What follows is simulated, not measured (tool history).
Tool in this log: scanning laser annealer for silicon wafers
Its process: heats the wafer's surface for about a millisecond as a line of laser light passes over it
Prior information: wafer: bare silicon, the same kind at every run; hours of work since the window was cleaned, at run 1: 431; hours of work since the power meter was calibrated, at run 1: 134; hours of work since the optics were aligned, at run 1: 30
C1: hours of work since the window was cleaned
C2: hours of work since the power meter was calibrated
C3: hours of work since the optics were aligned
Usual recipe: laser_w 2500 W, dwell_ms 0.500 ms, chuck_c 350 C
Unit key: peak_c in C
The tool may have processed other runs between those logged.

Run 1, hour 0.0: usual settings; C1 431; C2 134; C3 30. Result: peak_c 1105 C.
Run 2, hour 11.8: usual settings; C1 437; C2 140; C3 36. Result: peak_c 1106 C.
Run 3, hour 22.2: usual settings; C1 442; C2 145; C3 41. Result: peak_c 1108 C.
Run 4, hour 31.7: usual settings; C1 447; C2 150; C3 46. Result: peak_c 1107 C.
Run 5, hour 45.3: usual settings; C1 453; C2 156; C3 53. Result: peak_c 1107 C.
Run 6, hour 55.4: usual settings; C1 458; C2 161; C3 58. Result: peak_c 1108 C.
Run 7, hour 69.6: usual settings; C1 466; C2 168; C3 65. Result: peak_c 1108 C.
Run 8, hour 79.0: usual settings; C1 470; C2 173; C3 69. Result: peak_c 1106 C.
Run 9, hour 88.3: usual settings but dwell_ms 0.373 ms; C1 475; C2 178; C3 74. Result: peak_c 1003 C.
At hour 95.9: window over the wafer cleaned.
Run 10, hour 103.6: usual settings but dwell_ms 0.373 ms; C1 4; C2 184; C3 81. Result: peak_c 999 C.
Run 11, hour 117.2: usual settings but dwell_ms 0.480 ms; C1 11; C2 191; C3 88. Result: peak_c 1084 C.
Run 12, hour 130.8: usual settings but dwell_ms 0.480 ms; C1 17; C2 198; C3 94. Result: peak_c 1085 C.
At hour 135.3: window over the wafer cleaned, once more.
Run 13, hour 142.8: usual settings but dwell_ms 0.480 ms; C1 4; C2 203; C3 99. Result: peak_c 1105 C.
Run 14, hour 152.6: usual settings but dwell_ms 0.480 ms; C1 9; C2 208; C3 104. Result: peak_c 1104 C.
Run 15, hour 164.0: usual settings but dwell_ms 0.480 ms; C1 14; C2 213; C3 110. Result: peak_c 1104 C.
Run 16, hour 178.3: usual settings but dwell_ms 0.360 ms; C1 21; C2 221; C3 117. Result: peak_c 1007 C.
Run 17, hour 189.0: usual settings but laser_w 2193 W; C1 27; C2 226; C3 122. Result: peak_c 1009 C.
Run 18, hour 200.8: usual settings but laser_w 2193 W; C1 33; C2 232; C3 128. Result: peak_c 1008 C.
Run 19, hour 218.2: usual settings but laser_w 2373 W, chuck_c 355 C; C1 41; C2 241; C3 137. Result: peak_c 1077 C.
Run 20, hour 227.5: usual settings but laser_w 2142 W, dwell_ms 0.403 ms, chuck_c 315 C; C1 46; C2 245; C3 142. Result: peak_c 889 C.
Run 21, hour 240.3: usual settings but dwell_ms 0.444 ms, chuck_c 321 C; C1 52; C2 252; C3 148. Result: peak_c 1046 C.
Run 22, hour 256.9: usual settings but laser_w 2384 W, dwell_ms 0.391 ms, chuck_c 324 C; C1 61; C2 260; C3 156. Result: peak_c 971 C.
Run 23, hour 271.8: usual settings but laser_w 2384 W, dwell_ms 0.391 ms, chuck_c 324 C; C1 68; C2 267; C3 164. Result: peak_c 967 C.
Run 24, hour 281.9: usual settings but laser_w 2713 W, dwell_ms 0.563 ms; C1 73; C2 272; C3 169. Result: peak_c 1247 C.
Run 25, hour 290.0: usual settings but dwell_ms 0.359 ms, chuck_c 324 C; C1 77; C2 276; C3 173. Result: peak_c 976 C.
Run 26, hour 308.4: usual settings but dwell_ms 0.406 ms, chuck_c 363 C; C1 86; C2 286; C3 182. Result: peak_c 1058 C.
Run 27, hour 317.1: usual settings but dwell_ms 0.406 ms, chuck_c 363 C; C1 91; C2 290; C3 186. Result: peak_c 1054 C.
Run 28, hour 327.5: usual settings but laser_w 2694 W, dwell_ms 0.603 ms, chuck_c 371 C; C1 96; C2 295; C3 191. Result: peak_c 1292 C.
Run 29, hour 345.3: usual settings but laser_w 2694 W, dwell_ms 0.603 ms, chuck_c 371 C; C1 105; C2 304; C3 200. Result: peak_c 1287 C.
Run 30, hour 358.2: usual settings but laser_w 2694 W, dwell_ms 0.603 ms, chuck_c 371 C; C1 111; C2 310; C3 207. Result: peak_c 1289 C.
Run 31, hour 371.3: usual settings but laser_w 2596 W, dwell_ms 0.551 ms, chuck_c 345 C; C1 118; C2 317; C3 213. Result: peak_c 1189 C.
Run 32, hour 383.5: usual settings but dwell_ms 0.519 ms, chuck_c 346 C; C1 124; C2 323; C3 219. Result: peak_c 1126 C.
Run 33, hour 393.1: usual settings but laser_w 2588 W, dwell_ms 0.526 ms, chuck_c 312 C; C1 129; C2 328; C3 224. Result: peak_c 1129 C.
Run 34, hour 406.8: usual settings but laser_w 2588 W, dwell_ms 0.526 ms, chuck_c 312 C; C1 135; C2 335; C3 231. Result: peak_c 1133 C.
Run 35, hour 423.4: usual settings but laser_w 2694 W, dwell_ms 0.509 ms, chuck_c 372 C; C1 144; C2 343; C3 239. Result: peak_c 1219 C.
Run 36, hour 436.9: usual settings but laser_w 2694 W, dwell_ms 0.509 ms, chuck_c 372 C; C1 150; C2 350; C3 246. Result: peak_c 1213 C.

Hidden condition of the tool, last listed run before each entry between runs versus first listed run after:
In the gap between runs 9 and 10: window over the wafer cleaned (hour 95.9)
  light that passes the window, % of a clean one's: 98.19 -> 97.71; width of the line over the set one, %: 0.28 -> 0.29
  measured less the result without the state, peak_c: -14 -> -19 C
In the gap between runs 12 and 13: window over the wafer cleaned, once more (hour 135.3)
  light that passes the window, % of a clean one's: 97.66 -> 99.93; width of the line over the set one, %: 0.32 -> 0.33
  measured less the result without the state, peak_c: -21 -> -1 C
